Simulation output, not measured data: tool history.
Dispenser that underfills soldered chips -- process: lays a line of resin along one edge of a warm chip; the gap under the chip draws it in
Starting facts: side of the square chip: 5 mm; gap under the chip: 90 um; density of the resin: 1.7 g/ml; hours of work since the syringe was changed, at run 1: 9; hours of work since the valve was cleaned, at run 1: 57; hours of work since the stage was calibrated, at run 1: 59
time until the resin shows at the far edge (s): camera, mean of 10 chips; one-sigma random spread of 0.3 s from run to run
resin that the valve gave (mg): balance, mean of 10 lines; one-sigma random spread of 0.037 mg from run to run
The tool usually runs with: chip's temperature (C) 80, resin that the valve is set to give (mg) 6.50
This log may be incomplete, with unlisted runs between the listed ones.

run    day  chip's temperature (C)  resin that the valve is set to give (mg)  hours of work since the syringe was changed  hours of work since the valve was cleaned  hours of work since the stage was calibrated  time until the resin shows at the far edge (s)  resin that the valve gave (mg)
  1  0.000                      80                                      6.50                                            9                                         57                                            59                                             8.3                            6.19
     0.025  -- new syringe of resin
  2  0.162                      80                                      6.50                                            2                                         59                                            61                                             5.1                            6.11
  3  0.288                      80                                      5.84                                            4                                         61                                            63                                             5.9                            5.45
     0.362  -- dispensing valve cleaned and set on the balance
  4  0.525                      80                                      6.50                                            7                                          3                                            66                                             7.2                            6.51
     0.667  -- new syringe of resin
  5  0.742                      80                                      6.50                                            1                                          6                                            69                                             5.0                            6.43
  6  0.892                      80                                      6.50                                            4                                          8                                            72                                             5.9                            6.43
  7  1.058                      80                                      6.50                                            6                                         11                                            74                                             6.8                            6.45
  8  1.229                      85                                      6.50                                            9                                         13                                            77                                             6.2                            6.41
     1.267  -- new syringe of resin
  9  1.446                      91                                      6.50                                            3                                         16                                            80                                             3.7                            6.36
 10  1.554                      91                                      6.50                                            5                                         18                                            82                                             3.8                            6.40
 11  1.721                      80                                      6.50                                            7                                         21                                            84                                             7.9                            6.40
 12  1.838                      80                                      6.50                                            9                                         23                                            86                                             7.9                            6.35
     1.862  -- new syringe of resin
 13  1.962                      84                                      6.50                                            2                                         24                                            88                                             4.5                            6.42
 14  2.112                      78                                      6.50                                            4                                         27                                            90                                             6.1                            6.39
 15  2.317                      80                                      6.50                                            7                                         30                                            93                                             6.8                            6.35
     2.467  -- new syringe of resin
 16  2.517                      90                                      6.50                                            1                                         33                                            96                                             3.0                            6.31
 17  2.638                      90                                      6.50                                            3                                         35                                            98                                             3.8                            6.36
 18  2.800                      90                                      6.50                                            5                                         37                                           101                                             3.8                            6.28
 19  2.958                      90                                      6.50                                            8                                         40                                           103                                             5.3                            6.22
     3.079  -- new syringe of resin
 20  3.121                      90                                      6.50                                            1                                         42                                           105                                             3.1                            6.33
 21  3.296                      90                                      6.50                                            3                                         45                                           108                                             3.7                            6.21
 22  3.421                      80                                      5.72                                            5                                         47                                           110                                             6.2                            5.46
 23  3.608                      80                                      5.72                                            8                                         49                                           113                                             7.5                            5.45
     3.688  -- new syringe of resin
 24  3.729                      85                                      6.34                                            1                                         51                                           115                                             3.6                            6.05
 25  3.896                      85                                      6.34                                            3                                         54                                           117                                             4.5                            5.99
 26  3.992                      94                                      6.60                                            5                                         55                                           119                                             3.5                            6.31

Run 27, settings as shown, results not yet in. Your forecast:
 27  4.188                      71                                      5.89                                            8                                         58                                           122                                               ?                               ?

Run 27 came out at time until the resin shows at the far edge (s) 10.9, resin that the valve gave (mg) 5.60.
With no hidden state in the tool, this same run would have given time until the resin shows at the far edge (s) 6.8, resin that the valve gave (mg) 5.92.
